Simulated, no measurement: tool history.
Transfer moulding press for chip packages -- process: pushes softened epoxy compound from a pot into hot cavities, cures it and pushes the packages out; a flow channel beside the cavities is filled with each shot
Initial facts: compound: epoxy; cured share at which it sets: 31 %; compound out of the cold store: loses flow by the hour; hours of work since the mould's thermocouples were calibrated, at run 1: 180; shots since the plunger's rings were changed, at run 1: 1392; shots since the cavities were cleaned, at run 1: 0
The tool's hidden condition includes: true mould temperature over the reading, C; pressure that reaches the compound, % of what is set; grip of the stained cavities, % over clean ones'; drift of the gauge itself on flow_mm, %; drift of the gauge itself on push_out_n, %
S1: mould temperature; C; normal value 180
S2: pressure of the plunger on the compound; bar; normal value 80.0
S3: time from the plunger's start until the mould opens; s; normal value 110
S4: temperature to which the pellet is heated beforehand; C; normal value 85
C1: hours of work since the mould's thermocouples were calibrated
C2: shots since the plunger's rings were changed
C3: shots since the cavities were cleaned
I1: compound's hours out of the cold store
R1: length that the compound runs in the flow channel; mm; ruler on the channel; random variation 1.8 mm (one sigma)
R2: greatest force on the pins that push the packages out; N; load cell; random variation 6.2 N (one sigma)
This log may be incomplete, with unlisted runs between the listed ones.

run	hour	S1	S2	S3	S4	C1	C2	C3	I1	R1	R2
1	0.0	180	80.0	110	85	180	1392	0	27.7	716	230
2	32.2	177	80.0	110	85	194	1632	240	27.5	732	257
3	69.7	180	80.0	110	87	210	1913	521	26.4	721	247
# hour 81.4: cavities cleaned with cleaning compound and waxed
4	99.9	180	80.0	110	87	223	2127	138	30.8	705	248
5	139.7	178	80.0	110	85	240	2425	436	21.1	751	250
# hour 160.4: cavities cleaned with cleaning compound and waxed
# hour 183.9: plunger's sealing rings changed
6	204.2	178	80.0	110	85	267	152	309	38.1	692	234
7	231.8	180	98.3	110	85	279	358	515	28.5	795	237
# hour 242.3: cavities cleaned with cleaning compound and waxed
8	286.2	172	80.0	110	85	302	754	328	17.9	788	354
# hour 321.0: cavities cleaned with cleaning compound and waxed
9	326.0	172	80.0	110	85	318	1040	37	42.1	706	339
10	384.8	172	80.0	110	85	344	1480	477	29.5	752	351
# hour 399.8: cavities cleaned with cleaning compound and waxed
11	428.4	172	80.0	110	85	362	1796	214	25.0	768	358
12	453.1	180	80.0	101	85	373	1980	398	33.3	698	265
# hour 479.3: cavities cleaned with cleaning compound and waxed
13	500.8	180	80.0	101	85	393	2326	161	19.3	744	260
14	528.2	180	80.0	110	93	405	2531	366	32.1	703	220
# hour 553.7: plunger's sealing rings changed
# hour 562.4: cavities cleaned with cleaning compound and waxed
15	581.5	182	87.8	96	90	426	196	142	43.2	690	250
# hour 595.7: mould's thermocouples calibrated
16	627.8	182	83.3	96	85	14	528	474	44.3	672	244
# hour 646.6: cavities cleaned with cleaning compound and waxed
17	658.8	174	83.3	96	85	27	749	91	30.1	751	388
18	714.9	183	70.1	116	92	51	1169	511	10.6	713	223
# hour 724.9: cavities cleaned with cleaning compound and waxed
19	744.8	183	70.1	116	92	64	1381	149	12.9	703	233
# hour 803.0: cavities cleaned with cleaning compound and waxed
20	803.0	179	96.7	91	87	88	1805	0	40.2	750	286
21	855.1	179	96.7	91	87	111	2195	390	46.4	730	291
# hour 881.4: cavities cleaned with cleaning compound and waxed
22	882.5	176	62.5	109	85	122	2389	8	39.0	621	273
# hour 929.6: plunger's sealing rings changed
23	930.4	176	62.5	109	85	142	6	347	25.2	658	275
# hour 962.6: cavities cleaned with cleaning compound and waxed
24	987.5	179	91.1	96	85	166	422	186	48.0	702	270
# hour 1041.2: cavities cleaned with cleaning compound and waxed
25	1043.0	180	75.0	110	80	190	826	13	47.6	637	242
26	1096.6	183	90.0	117	89	213	1227	414	22.8	762	228
# hour 1124.3: cavities cleaned with cleaning compound and waxed
27	1149.5	174	62.1	117	82	235	1612	189	30.5	650	280
# hour 1202.9: cavities cleaned with cleaning compound and waxed
28	1203.0	181	67.3	118	85	258	2001	1	8.4	710	227

Here are 3 independent what-if runs from the current tool condition. What would each one return?
A	1263.4	180	80.0	122	87	284	2452	452	34.7	?	?
B	1263.4	184	98.8	100	85	284	2452	452	42.1	?	?
C	1263.4	180	80.0	110	90	284	2452	452	29.3	?	?

run	R1	R2
A	695	232
B	729	232
C	713	238
Had the tool no hidden state, the same runs would have come out as:
run	R1	R2
A	696	230
B	730	229
C	714	236
